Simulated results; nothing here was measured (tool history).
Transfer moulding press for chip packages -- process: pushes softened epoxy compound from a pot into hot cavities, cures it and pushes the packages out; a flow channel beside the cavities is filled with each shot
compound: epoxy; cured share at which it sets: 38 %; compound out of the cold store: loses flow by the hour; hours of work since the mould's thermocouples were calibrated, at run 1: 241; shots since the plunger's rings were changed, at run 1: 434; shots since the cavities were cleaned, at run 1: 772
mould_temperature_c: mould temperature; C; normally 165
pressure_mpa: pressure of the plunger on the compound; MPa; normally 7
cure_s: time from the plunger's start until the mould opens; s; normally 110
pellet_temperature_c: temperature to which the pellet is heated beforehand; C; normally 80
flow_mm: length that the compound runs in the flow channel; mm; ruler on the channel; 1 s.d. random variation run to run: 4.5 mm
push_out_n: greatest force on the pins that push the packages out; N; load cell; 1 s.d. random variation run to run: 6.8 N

run    day  mould_temperature_c  pressure_mpa  cure_s  pellet_temperature_c  hours of work since the mould's thermocouples were calibrated  shots since the plunger's rings were changed  shots since the cavities were cleaned  incoming compound's hours out of the cold store  flow_mm  push_out_n
  1      0                  165             7     110                    80                                                            241                                           434                                    772                                             25.6      597         291
  2  0.208                  165             7     110                    80                                                            244                                           490                                    828                                             16.4      611         276
     0.425  -- cavities cleaned with cleaning compound and waxed
  3  0.654                  165             7     110                    80                                                            250                                           592                                     61                                             31.3      580         250
  4  1.096                  157             7     110                    80                                                            257                                           711                                    180                                             19.5      634         477
  5  1.517                  157             7     110                    80                                                            264                                           823                                    292                                             37.1      600         444
  6  1.779                  157             7     110                    80                                                            268                                           893                                    362                                             41.1      597         434
  7  2.154                  157             7     110                    80                                                            274                                           994                                    463                                             35.2      611         457
  8  2.517                  157             7     110                    80                                                            280                                          1091                                    560                                               38      598         460
  9  2.912                  157             7     110                    80                                                            286                                          1197                                    666                                              9.7      642         493
 10  3.338                  165             7     110                    80                                                            293                                          1311                                    780                                             29.2      587         272
     3.733  -- cavities cleaned with cleaning compound and waxed
 11  3.746                  165             7     110                    80                                                            299                                          1403                                      4                                             35.4      577         272
 12  4.021                  165             7     110                    80                                                            303                                          1477                                     78                                             19.6      607         276
 13  4.375                  165          7.33     110                    80                                                            309                                          1571                                    172                                               17      626         281
 14  4.746                  165          7.33     110                    80                                                            314                                          1670                                    271                                             20.6      621         275

Run 15 is up next; what results do you expect?
 15  5.054                  165          7.33     110                    80                                                            319                                          1753                                    354                                             47.3        ?           ?

flow_mm: 580 mm
push_out_n: 272 N
Take away the tool's hidden state, keep the run-to-run variation as it was, and the same run would have given flow_mm 581 mm, push_out_n 270 N.
